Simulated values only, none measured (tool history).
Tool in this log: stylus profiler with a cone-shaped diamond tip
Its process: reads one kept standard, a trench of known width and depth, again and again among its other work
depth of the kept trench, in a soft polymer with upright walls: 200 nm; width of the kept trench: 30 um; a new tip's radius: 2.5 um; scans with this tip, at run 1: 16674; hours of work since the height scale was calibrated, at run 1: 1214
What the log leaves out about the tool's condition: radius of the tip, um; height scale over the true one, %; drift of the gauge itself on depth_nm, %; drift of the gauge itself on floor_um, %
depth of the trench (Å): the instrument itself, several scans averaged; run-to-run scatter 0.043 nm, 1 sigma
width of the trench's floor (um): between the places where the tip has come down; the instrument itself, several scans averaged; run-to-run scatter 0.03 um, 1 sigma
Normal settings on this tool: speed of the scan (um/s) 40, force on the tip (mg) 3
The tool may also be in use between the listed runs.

run    hour  speed of the scan (um/s)  force on the tip (mg)  scans with this tip  hours of work since the height scale was calibrated  depth of the trench (Å)  width of the trench's floor (um)
  1       0                        40                      3                16674                                                 1214                     2016                             26.95
  2    35.6                        40                      3                17047                                                 1241                   2016.6                             27.03
  3    78.6                        40                      3                17499                                                 1274                     2016                             26.96
       91.2  -- height scale calibrated on a step standard
  4   105.6                        40                      3                17778                                                   11                   2017.5                                27
  5   128.2                        40                   2.99                18016                                                   28                   2016.9                             26.98
  6   169.5                        31                      3                18450                                                   60                   2017.7                             27.02
  7   198.1                        31                      3                18751                                                   82                   2017.3                             26.93
  8   219.7                        31                      3                18977                                                   98                   2017.5                             26.92
  9   249.6                       110                      3                19292                                                  121                   2017.5                             26.61
 10   274.7                       110                      3                19555                                                  140                     2018                             26.58
 11   297.3                       110                      3                19792                                                  158                   2017.1                             26.57
      301.3  -- height scale calibrated on a step standard, once more
 12   332.3                       110                      3                20156                                                   24                   2011.9                             26.61
 13   381.8                       110                      3                20676                                                   62                   2012.5                             26.52
 14   410.4                        40                      3                20976                                                   83                   2011.8                             26.81
 15   445.1                        40                      3                21341                                                  110                   2011.6                             26.81
 16   472.5                        40                   1.87                21629                                                  131                   2009.4                             26.75
 17   503.5                        40                   1.87                21955                                                  155                   2009.7                             26.72
 18   544.3                        40                   1.87                22384                                                  186                     2009                             26.72
 19   568.1                        30                   1.07                22634                                                  204                   2006.5                             26.72
 20     603                        18                   1.72                23000                                                  231                   2009.1                             26.87
 21   631.8                        20                   1.74                23303                                                  253                   2008.8                             26.83
 22   664.6                        10                   6.68                23647                                                  278                   2020.6                             26.92
 23     716                        10                   6.68                24188                                                  317                   2021.5                             26.88
 24   752.5                        10                   2.64                24571                                                  345                   2012.3                             26.82
 25   793.7                        15                   4.24                25004                                                  377                   2016.3                             26.82
 26   823.6                        15                   4.24                25319                                                  400                   2016.5                             26.82
 27   849.7                        15                   4.24                25593                                                  420                   2017.3                             26.82
 28   885.2                        54                   2.81                25966                                                  447                   2012.6                             26.61
 29   927.5                        16                   2.81                26411                                                  479                     2013                             26.78
 30   958.3                        95                      3                26734                                                  503                   2014.5                             26.35
 31   980.6                       142                   1.72                26969                                                  520                   2010.4                             25.97
      985.9  -- new tip fitted, height scale calibrated
 32  1011.5                       142                   1.72                  269                                                   20                   2009.8                             27.18
 33  1042.2                        26                   7.55                  592                                                   43                   2023.6                             27.99
 34  1088.2                        56                   7.55                 1075                                                   78                   2024.2                             27.91
 35  1120.7                        23                   3.26                 1417                                                  103                   2015.2                             27.84

Hidden condition of the tool, last listed run before each entry between runs versus first listed run after:
Run 3 -> run 4: height scale calibrated on a step standard (hour 91.2)
  radius of the tip, um: 5.12 -> 5.17; height scale over the true one, %: 0.217 -> 0.248
  measured less the result without the state, depth of the trench (Å): +4.4 -> +5; width of the trench's floor (um): -0.88 -> -0.88
Run 11 -> run 12: height scale calibrated on a step standard, once more (hour 301.3)
  radius of the tip, um: 5.46 -> 5.51; height scale over the true one, %: 0.279 -> -0.014
  measured less the result without the state, depth of the trench (Å): +5.6 -> -0.3; width of the trench's floor (um): -0.97 -> -0.98
Run 31 -> run 32: new tip fitted, height scale calibrated (hour 985.9)
  radius of the tip, um: 6.5 -> 2.45; height scale over the true one, %: 0.088 -> 0.078
  measured less the result without the state, depth of the trench (Å): +1.8 -> +1.6; width of the trench's floor (um): -1.24 -> +0.02
